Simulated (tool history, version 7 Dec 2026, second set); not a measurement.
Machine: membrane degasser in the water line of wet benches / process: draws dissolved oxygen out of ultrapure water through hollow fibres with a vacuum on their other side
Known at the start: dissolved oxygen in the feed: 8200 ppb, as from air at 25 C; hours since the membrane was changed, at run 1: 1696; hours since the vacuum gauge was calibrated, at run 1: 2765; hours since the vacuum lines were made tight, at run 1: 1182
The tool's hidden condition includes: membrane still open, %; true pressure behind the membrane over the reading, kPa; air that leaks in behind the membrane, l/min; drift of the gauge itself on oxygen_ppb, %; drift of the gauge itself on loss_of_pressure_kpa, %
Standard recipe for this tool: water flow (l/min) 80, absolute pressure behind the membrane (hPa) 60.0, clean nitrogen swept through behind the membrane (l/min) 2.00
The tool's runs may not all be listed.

run,day,water flow (l/min),absolute pressure behind the membrane (hPa),clean nitrogen swept through behind the membrane (l/min),hours since the membrane was changed,hours since the vacuum gauge was calibrated,hours since the vacuum lines were made tight,dissolved oxygen in the water behind the degasser (ppb),pressure that the water loses in the fibres (hPa)
1,0.000,80,60.0,2.00,1696,2765,1182,293.0,369.0
2,2.454,80,60.0,2.00,1755,2824,1241,289.6,368.4
3,6.571,80,38.7,2.00,1854,2923,1339,129.6,364.0
4,9.154,80,38.7,2.00,1916,2985,1401,128.3,366.1
5,12.275,80,38.7,2.00,1991,3060,1476,127.5,364.0
6,15.138,80,38.7,2.00,2060,3128,1545,126.9,366.2
7,18.888,80,60.0,2.00,2149,3218,1635,296.6,367.3
8,22.421,80,60.0,2.00,2234,3303,1720,287.8,368.2
9,26.054,80,60.0,2.00,2322,3390,1807,295.4,369.5
10,28.217,107,60.0,2.00,2373,3442,1859,390.5,490.9
11,30.683,80,60.0,2.00,2433,3501,1918,289.4,366.8
12,34.817,80,60.0,2.00,2532,3601,2017,290.9,368.8
13,39.400,80,60.0,2.00,2642,3711,2127,288.3,364.6
14,41.354,80,60.0,2.00,2689,3758,2174,292.2,369.9
15,44.650,80,60.0,2.00,2768,3837,2253,293.7,364.2
16,46.967,80,50.6,2.13,2823,3892,2309,212.1,369.7
17,49.308,80,50.6,2.13,2880,3948,2365,215.9,369.4
18,53.892,80,50.6,2.13,2990,4058,2475,213.1,366.1
19,57.971,122,60.0,2.00,3087,4156,2573,446.4,563.1
20,62.579,122,60.0,2.00,3198,4267,2684,444.8,560.7
21,67.188,122,60.0,2.00,3309,4378,2794,444.8,554.6
22,69.429,57,60.0,3.15,3362,4431,2848,151.3,262.7
23,73.808,57,60.0,3.15,3468,4536,2953,152.1,261.7
24,77.250,57,60.0,3.15,3550,4619,3036,150.1,263.2
25,79.371,116,148.6,3.15,3601,4670,3087,919.3,530.7
26,81.312,93,125.4,3.96,3648,4716,3133,547.2,429.6
27,85.962,106,67.0,2.00,3759,4828,3245,454.4,488.4
# day 87.262: vacuum gauge calibrated
28,88.404,123,45.9,1.78,3817,27,3303,314.0,570.2
29,92.362,65,54.9,1.99,3912,122,3398,202.8,296.4
30,95.150,97,47.0,1.86,3979,189,3465,249.8,446.1

Here are 4 independent what-if runs from the current tool condition. What would each one return?
A,97.238,80,72.8,0.85,4029,239,3515,?,?
B,97.238,105,57.6,5.59,4029,239,3515,?,?
C,97.238,97,47.0,3.38,4029,239,3515,?,?
D,97.238,94,60.0,2.00,4029,239,3515,?,?

run,dissolved oxygen in the water behind the degasser (ppb),pressure that the water loses in the fibres (hPa)
A,645.3,366.8
B,224.9,482.3
C,193.3,446.7
D,344.0,429.0
Take away the tool's hidden state, keep each run's random variation, and the runs would have read:
run,dissolved oxygen in the water behind the degasser (ppb),pressure that the water loses in the fibres (hPa)
A,645.2,366.7
B,224.7,482.2
C,193.1,446.5
D,343.9,428.9
